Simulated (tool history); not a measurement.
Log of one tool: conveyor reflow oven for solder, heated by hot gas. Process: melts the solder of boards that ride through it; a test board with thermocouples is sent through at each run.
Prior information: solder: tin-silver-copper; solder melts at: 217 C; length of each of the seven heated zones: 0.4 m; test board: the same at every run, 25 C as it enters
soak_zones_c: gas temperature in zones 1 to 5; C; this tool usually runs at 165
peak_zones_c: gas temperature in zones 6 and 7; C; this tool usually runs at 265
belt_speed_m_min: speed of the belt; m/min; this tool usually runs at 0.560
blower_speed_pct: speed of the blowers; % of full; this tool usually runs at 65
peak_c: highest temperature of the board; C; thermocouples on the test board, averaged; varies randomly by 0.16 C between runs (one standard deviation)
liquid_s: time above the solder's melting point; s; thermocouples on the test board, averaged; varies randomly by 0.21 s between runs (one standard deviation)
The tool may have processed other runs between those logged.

run   hour  soak_zones_c  peak_zones_c  belt_speed_m_min  blower_speed_pct  peak_c  liquid_s
  1    0.0           165           265             0.560                65   248.3      57.2
  2   19.9           165           265             0.560                65   248.3      57.3
  3   43.4           165           265             0.626                65   244.5      46.4
  4   81.3           165           265             0.626                65   244.1      46.7
  5  101.1           165           265             0.626                65   244.5      46.4
  6  137.8           167           265             0.560                65   248.2      58.1
  7  155.6           165           265             0.560                54   243.5      51.0
     162.3  -- belt drive overhauled, speed set with a stopwatch
  8  183.6           165           265             0.560                54   243.5      50.9
  9  216.5           165           265             0.560                54   243.3      51.0
     238.6  -- belt drive overhauled, speed set with a stopwatch, once more
 10  251.3           178           265             0.560                65   250.0      63.6
 11  277.2           165           265             0.560                57   244.6      52.1
 12  294.8           165           265             0.560                57   244.5      52.1
 13  325.2           165           265             0.560                57   244.8      52.2
 14  347.1           165           278             0.560                65   258.8      64.8
 15  371.5           152           274             0.560                67   253.6      57.1
 16  400.5           165           270             0.665                65   244.6      43.4
 17  439.9           165           270             0.644                65   245.9      46.4
 18  479.3           173           280             0.550                63   261.6      71.4
     503.1  -- flux residue cleaned out of gas plates and filters
 19  512.7           173           280             0.550                63   263.2      72.5
 20  536.0           173           280             0.550                63   263.2      72.8
 21  558.5           165           265             0.648                86   250.1      51.6
 22  597.0           171           269             0.558                85   258.6      69.3
 23  625.7           171           269             0.558                51   247.1      56.7
 24  660.8           172           271             0.580                74   257.0      64.3
 25  689.2           165           256             0.560                71   242.3      52.5
 26  721.9           165           256             0.560                71   242.3      52.4
 27  756.0           165           256             0.560                71   242.3      52.3

3 options for the next run, each taken on its own from the tool as it stands now. Forecast them:
  A  781.6           165           271             0.652                65       ?         ?
  B  781.6           168           265             0.461                85       ?         ?
  C  781.6           165           265             0.515                65       ?         ?

run  peak_c  liquid_s
  A   247.6      47.0
  B   258.6      85.0
  C   250.5      65.4
Without the tool's hidden state the same runs would have given:
run  peak_c  liquid_s
  A   248.3      47.7
  B   258.7      85.2
  C   250.8      65.8
